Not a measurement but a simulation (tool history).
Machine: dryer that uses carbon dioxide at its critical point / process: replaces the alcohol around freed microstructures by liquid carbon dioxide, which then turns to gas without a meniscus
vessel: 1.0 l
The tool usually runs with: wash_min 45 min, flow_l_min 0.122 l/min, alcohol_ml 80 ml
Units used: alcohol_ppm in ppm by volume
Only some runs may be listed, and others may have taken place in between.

run 1 day=0.000 | wash_min=45 flow_l_min=0.122 alcohol_ml=80 | alcohol_ppm=3000
run 2 day=0.262 | wash_min=45 flow_l_min=0.122 alcohol_ml=80 | alcohol_ppm=3136
-- day=0.567 inlet filter changed
run 3 day=0.771 | wash_min=45 flow_l_min=0.122 alcohol_ml=80 | alcohol_ppm=1727
run 4 day=1.292 | wash_min=45 flow_l_min=0.122 alcohol_ml=80 | alcohol_ppm=1738
run 5 day=1.583 | wash_min=45 flow_l_min=0.122 alcohol_ml=80 | alcohol_ppm=1752
run 6 day=1.904 | wash_min=45 flow_l_min=0.122 alcohol_ml=80 | alcohol_ppm=1797
run 7 day=2.346 | wash_min=45 flow_l_min=0.122 alcohol_ml=115 | alcohol_ppm=2562
run 8 day=2.812 | wash_min=45 flow_l_min=0.122 alcohol_ml=115 | alcohol_ppm=2684
run 9 day=3.138 | wash_min=45 flow_l_min=0.122 alcohol_ml=115 | alcohol_ppm=2641
run 10 day=3.625 | wash_min=45 flow_l_min=0.122 alcohol_ml=115 | alcohol_ppm=2662
run 11 day=3.929 | wash_min=69 flow_l_min=0.122 alcohol_ml=32 | alcohol_ppm=129
run 12 day=4.446 | wash_min=69 flow_l_min=0.122 alcohol_ml=32 | alcohol_ppm=124
run 13 day=4.892 | wash_min=32 flow_l_min=0.083 alcohol_ml=80 | alcohol_ppm=13012
run 14 day=5.162 | wash_min=65 flow_l_min=0.189 alcohol_ml=32 | alcohol_ppm=26
run 15 day=5.679 | wash_min=31 flow_l_min=0.189 alcohol_ml=105 | alcohol_ppm=2010

Here are 4 independent what-if runs from the current tool condition. What would each one return?
run A day=5.958 | wash_min=64 flow_l_min=0.189 alcohol_ml=105 | alcohol_ppm=?
run B day=5.958 | wash_min=70 flow_l_min=0.182 alcohol_ml=82 | alcohol_ppm=?
run C day=5.958 | wash_min=31 flow_l_min=0.189 alcohol_ml=23 | alcohol_ppm=?
run D day=5.958 | wash_min=28 flow_l_min=0.122 alcohol_ml=66 | alcohol_ppm=?

run=A alcohol_ppm=41
run=B alcohol_ppm=36
run=C alcohol_ppm=470
run=D alcohol_ppm=6593
Take away the tool's hidden state, keep each run's random variation, and the runs would have read:
run=A alcohol_ppm=16
run=B alcohol_ppm=16
run=C alcohol_ppm=366
run=D alcohol_ppm=5781

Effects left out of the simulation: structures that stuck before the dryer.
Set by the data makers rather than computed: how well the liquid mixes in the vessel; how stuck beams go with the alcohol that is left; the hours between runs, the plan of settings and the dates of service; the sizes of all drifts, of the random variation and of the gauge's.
